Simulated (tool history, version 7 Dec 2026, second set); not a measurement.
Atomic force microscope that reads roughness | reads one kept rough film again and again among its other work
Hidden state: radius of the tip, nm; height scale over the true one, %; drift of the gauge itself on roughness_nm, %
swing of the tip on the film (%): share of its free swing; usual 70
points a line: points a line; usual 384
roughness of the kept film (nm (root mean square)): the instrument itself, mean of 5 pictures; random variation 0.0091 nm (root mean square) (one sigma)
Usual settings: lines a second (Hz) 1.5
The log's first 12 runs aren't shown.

run	hour	lines a second (Hz)	swing of the tip on the film (%)	points a line	pictures with this tip	hours of work since the height scale was calibrated	roughness of the kept film (nm (root mean square))
13	118	1.5	69	774	203	104	1.985
14	128.2	1.5	69	774	217	109	1.982
15	135.9	3.79	70	384	227	112	1.741
16	148.4	3.79	70	384	243	118	1.732
17	156.6	1.5	70	715	254	122	1.953
18	163.4	1.5	70	715	262	125	1.953
# hour 165.5: height scale calibrated on a step standard
19	172.2	0.68	80	384	273	3	1.972
20	184	0.68	79	372	288	9	1.999
21	192.3	0.68	79	372	299	12	1.975
22	202.7	1.5	66	384	312	17	1.958
# hour 209.5: height scale calibrated on a step standard, once more
23	212.6	1.49	70	973	324	1	1.937
24	223.4	1.83	70	973	338	6	1.898
25	229.3	0.96	70	844	345	9	1.982
26	238.6	0.96	70	844	357	14	1.978
# hour 247.2: new tip fitted
27	251.7	0.96	70	844	6	19	2.116
28	263.4	0.55	56	844	21	25	2.198
29	275.7	0.55	56	844	37	31	2.188
30	288.1	0.97	70	384	53	36	2.065
31	294.7	0.55	79	384	62	39	2.098
32	306.1	2.28	78	613	76	45	1.813
33	317.1	1.5	70	638	91	50	2.019
34	325.4	1.5	70	638	102	54	2.011
35	336.1	1.5	70	638	115	59	2.005

5 ways to go on from here, each from the tool as it stands after run 35. What would each give?
A	345.4	1.5	63	964	127	63	?
B	345.4	0.69	67	571	127	63	?
C	345.4	1.5	64	444	127	63	?
D	345.4	1.34	66	638	127	63	?
E	345.4	2.4	80	385	127	63	?

run	roughness of the kept film (nm (root mean square))
A	2.075
B	2.092
C	2.042
D	2.044
E	1.739
Without the tool's hidden state the same runs would have given:
run	roughness of the kept film (nm (root mean square))
A	2.141
B	2.159
C	2.107
D	2.109
E	1.795

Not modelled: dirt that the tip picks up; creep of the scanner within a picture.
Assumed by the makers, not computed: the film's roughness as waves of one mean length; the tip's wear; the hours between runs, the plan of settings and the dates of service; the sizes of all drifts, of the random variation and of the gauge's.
